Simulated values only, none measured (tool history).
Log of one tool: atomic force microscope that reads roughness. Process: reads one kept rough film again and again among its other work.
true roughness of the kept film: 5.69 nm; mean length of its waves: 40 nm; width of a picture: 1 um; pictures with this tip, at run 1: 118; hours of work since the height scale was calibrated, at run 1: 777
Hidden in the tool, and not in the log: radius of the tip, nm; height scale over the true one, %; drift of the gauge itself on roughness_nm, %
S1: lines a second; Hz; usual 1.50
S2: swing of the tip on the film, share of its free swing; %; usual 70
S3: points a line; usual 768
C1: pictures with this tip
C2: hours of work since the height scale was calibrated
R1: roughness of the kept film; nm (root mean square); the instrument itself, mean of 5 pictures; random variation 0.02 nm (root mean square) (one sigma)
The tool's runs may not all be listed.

run    hour    S1  S2   S3   C1    C2     R1
  1     0.0  1.50  70  768  118   777  4.839
  2    49.9  1.50  70  768  206   803  4.814
  3   113.6  1.50  70  768  318   836  4.815
      139.5  -- new tip fitted
  4   165.3  1.50  90  768   45   862  4.162
  5   224.7  1.50  65  768  149   893  4.961
  6   274.0  1.50  70  581  236   918  4.814
  7   312.1  1.15  70  768  303   938  4.964
      346.9  -- new tip fitted
  8   350.7  2.89  70  768    7   957  4.460
  9   419.0  2.89  70  768  127   992  4.473
 10   478.7  1.50  70  595  232  1023  4.811
 11   540.1  1.50  70  595  340  1055  4.846
      557.3  -- new tip fitted
 12   572.9  1.50  70  595   28  1071  4.797
 13   621.6  1.50  71  768  113  1097  4.806
 14   693.5  1.50  77  768  240  1134  4.632
 15   751.1  1.50  77  768  341  1163  4.657
      766.6  -- new tip fitted
 16   825.9  1.50  77  768  104  1201  4.633
 17   887.8  1.50  70  768  213  1233  4.804
 18   932.5  1.50  70  768  291  1256  4.802
      974.7  -- new tip fitted
 19   974.7  1.50  70  768    0  1278  4.833
 20  1035.1  1.50  70  460  106  1309  4.884
 21  1070.4  1.50  70  460  168  1327  4.808
 22  1119.8  1.50  70  768  255  1353  4.823
     1183.2  -- new tip fitted
 23  1187.1  1.50  70  768    7  1387  4.850
 24  1245.9  1.50  70  768  111  1417  4.836
 25  1306.6  1.50  70  768  217  1449  4.838
 26  1347.8  1.50  70  768  290  1470  4.850
 27  1386.5  0.87  61  617  358  1490  5.167
     1393.2  -- new tip fitted
 28  1442.7  2.94  72  273   87  1518  4.340
 29  1497.3  1.90  72  615  183  1546  4.663
 30  1553.7  0.78  70  479  282  1575  5.040
 31  1590.2  1.11  83  470  346  1594  4.633
     1602.8  -- new tip fitted
 32  1654.6  1.38  84  726   92  1627  4.477
 33  1691.1  1.50  70  768  156  1646  4.824
 34  1741.9  1.50  88  768  245  1672  4.243
 35  1792.9  1.46  60  415  335  1698  5.071
     1810.0  -- new tip fitted
 36  1837.0  1.46  60  415   47  1721  5.011
 37  1883.6  1.46  68  415  129  1745  4.892
 38  1954.1  1.49  74  371  253  1781  4.707
     2018.7  -- new tip fitted
 39  2020.2  1.10  63  405    3  1815  5.040
 40  2053.2  1.90  59  317   61  1832  4.996
 41  2111.1  1.24  66  436  163  1862  5.011
 42  2163.1  0.68  55  618  254  1888  5.228
 43  2204.2  0.68  55  618  326  1910  5.225
     2227.2  -- new tip fitted
 44  2266.0  1.53  55  825   68  1941  5.101
 45  2313.8  1.53  55  825  152  1966  5.123
 46  2356.7  1.42  58  587  228  1988  5.067
 47  2414.3  1.42  58  587  329  2018  5.103
     2434.3  -- new tip fitted
 48  2484.2  1.42  60  587   88  2053  5.076
 49  2545.7  1.42  60  587  196  2085  5.063
 50  2577.9  1.50  87  933  253  2102  4.286

Forecast each of these 5 alternatives for the next run:
     2644.9  -- new tip fitted
  A  2649.9  1.07  59  556   8  2138   ?
     2644.9  -- new tip fitted
  B  2649.9  1.82  87  933   8  2138   ?
     2644.9  -- new tip fitted
  C  2649.9  1.50  70  268   8  2138   ?
     2644.9  -- new tip fitted
  D  2649.9  1.50  63  768   8  2138   ?
     2644.9  -- new tip fitted
  E  2649.9  1.39  78  483   8  2138   ?

run     R1
  A  5.141
  B  4.131
  C  4.818
  D  4.979
  E  4.640
Without the tool's hidden state the same runs would have given:
run     R1
  A  5.142
  B  4.132
  C  4.819
  D  4.980
  E  4.641
